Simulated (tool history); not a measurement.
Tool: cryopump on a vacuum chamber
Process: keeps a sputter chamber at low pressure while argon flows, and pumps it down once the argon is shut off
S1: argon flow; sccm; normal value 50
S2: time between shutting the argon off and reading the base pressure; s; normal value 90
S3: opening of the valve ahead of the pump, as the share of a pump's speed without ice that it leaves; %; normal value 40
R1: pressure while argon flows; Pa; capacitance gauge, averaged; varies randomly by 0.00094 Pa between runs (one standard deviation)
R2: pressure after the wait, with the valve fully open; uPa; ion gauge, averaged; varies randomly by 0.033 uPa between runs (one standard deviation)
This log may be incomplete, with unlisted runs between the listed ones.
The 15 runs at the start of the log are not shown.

| run | hour | S1 | S2 | S3 | R1 | R2 |
|---|---|---|---|---|---|---|
| 16 | 718.5 | 50 | 90 | 40 | 0.2047 | 2.78 |
| 17 | 759.2 | 50 | 90 | 57 | 0.1458 | 2.94 |
| 18 | 809.1 | 50 | 90 | 57 | 0.1468 | 2.97 |
| 19 | 845.7 | 29 | 227 | 17 | 0.2751 | 2 |
| 20 | 913.2 | 29 | 227 | 17 | 0.2763 | 2.12 |
| 21 | 981.5 | 29 | 227 | 17 | 0.2772 | 2.12 |
| 22 | 1010.8 | 29 | 227 | 17 | 0.2777 | 2.12 |
| 23 | 1069 | 52 | 90 | 19 | 0.4474 | 3.07 |
| 24 | 1119.6 | 52 | 90 | 19 | 0.4485 | 3.18 |
| 25 | 1170.7 | 28 | 90 | 32 | 0.1467 | 3.15 |
| 26 | 1206.3 | 28 | 90 | 32 | 0.1459 | 3.19 |

The next listed run, before its measurement:
| 27 | 1265.1 | 54 | 216 | 52 | ? | ? |

{"run 27": {"R1": 0.1771, "R2": 2.35}}
The same run, on a tool lacking any hidden state, would have yielded R1 0.1655 Pa, R2 0.9 uPa.
